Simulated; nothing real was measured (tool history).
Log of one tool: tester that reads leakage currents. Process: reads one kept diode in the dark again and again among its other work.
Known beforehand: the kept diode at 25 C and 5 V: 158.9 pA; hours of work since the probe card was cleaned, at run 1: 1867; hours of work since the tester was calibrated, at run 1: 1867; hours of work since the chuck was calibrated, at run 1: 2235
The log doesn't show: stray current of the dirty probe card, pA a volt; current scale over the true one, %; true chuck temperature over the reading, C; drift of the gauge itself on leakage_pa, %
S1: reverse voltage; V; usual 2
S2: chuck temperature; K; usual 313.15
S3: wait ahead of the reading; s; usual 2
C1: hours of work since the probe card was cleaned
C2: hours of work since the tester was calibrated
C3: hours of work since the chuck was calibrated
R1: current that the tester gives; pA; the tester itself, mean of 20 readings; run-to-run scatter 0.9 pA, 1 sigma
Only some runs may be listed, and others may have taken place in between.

run    hour    S1      S2    S3    C1    C2    C3      R1
  1       0     2  313.15     2  1867  1867  2235  277.67
  2   111.2     2  313.15     2  1925  1925  2293  277.28
  3   241.6     2  313.15     2  1992  1992  2360  275.94
  4   345.1     2  303.15     2  2046  2046  2413  129.47
  5   426.5     2  303.15     2  2088  2088  2455  129.38
      450.4  -- chuck's temperature calibrated
  6   551.7  5.21  303.15     2  2151  2151    52   252.7
  7   658.4  5.21  303.15     2  2206  2206   107  253.57
  8   763.2  5.21  303.15     2  2260  2260   162  253.54
  9   853.2  5.21  303.15     2  2307  2307   208  251.85
      864.1  -- probe card cleaned and baked
 10   934.1  5.21  303.15     2    36  2347   248  259.43
 11  1027.9     2  318.15     2    85  2395   297  430.06
 12  1097.4     2  318.15     2   120  2431   333  427.25
 13  1184.3     2  295.15     2   165  2476   377   77.93
 14  1292.9     2  313.15     2   221  2532   433  299.15
 15  1391.1     2  313.15     2   272  2583   484  298.47
     1516.3  -- probe card cleaned and baked, once more
 16  1519.1     2  313.15  0.45     1  2648   549  289.11
 17    1624     2  313.15  0.45    56  2702   603  290.58
 18  1686.9     2  313.15  0.45    88  2734   635  290.61
 19  1750.7  1.53  298.15  0.44   121  2767   668   76.45
 20  1813.2  2.56  301.15  0.69   153  2799   701  131.63
 21  1880.5  2.79  306.15  5.85   188  2834   735  205.11
 22  1990.2  3.53  323.15  0.82   245  2891   792  830.18
 23  2052.2     2  313.15  0.31   277  2923   824  287.52
 24  2173.7  5.31  294.15  0.63   339  2986   887  116.43
 25  2282.8  4.42  300.15  0.73   396  3042   943  167.86
 26    2375  4.42  295.15  1.77   443  3090   991  111.01
 27  2504.6  4.42  295.15  1.77   510  3156  1058  111.84
 28    2607  4.42  295.15  1.77   563  3209  1110  111.56
 29  2690.4  4.42  295.15  1.77   606  3252  1154  111.57
 30  2773.2  9.29  293.15  1.77   649  3295  1196  149.86
 31  2831.1  2.05  294.15  1.77   679  3325  1226   64.18

Hidden condition of the tool, last listed run before each entry between runs versus first listed run after:
Run 5 -> run 6: chuck's temperature calibrated (hour 450.4)
  stray current of the dirty probe card, pA a volt: 2.27 -> 2.341; current scale over the true one, %: -0.68 -> -0.7; true chuck temperature over the reading, C: -1.2 -> -0.1
  measured minus no-state result, R1: -8.97 -> +8.32 pA
Run 9 -> run 10: probe card cleaned and baked (hour 864.1)
  stray current of the dirty probe card, pA a volt: 2.52 -> 3.828; current scale over the true one, %: -0.77 -> -0.78; true chuck temperature over the reading, C: -0.18 -> -0.2
  measured minus no-state result, R1: +7.65 -> +14.02 pA
Run 15 -> run 16: probe card cleaned and baked, once more (hour 1516.3)
  stray current of the dirty probe card, pA a volt: 4.096 -> 0.022; current scale over the true one, %: -0.88 -> -0.9; true chuck temperature over the reading, C: -0.31 -> -0.35
  measured minus no-state result, R1: -1.42 -> -10.28 pA
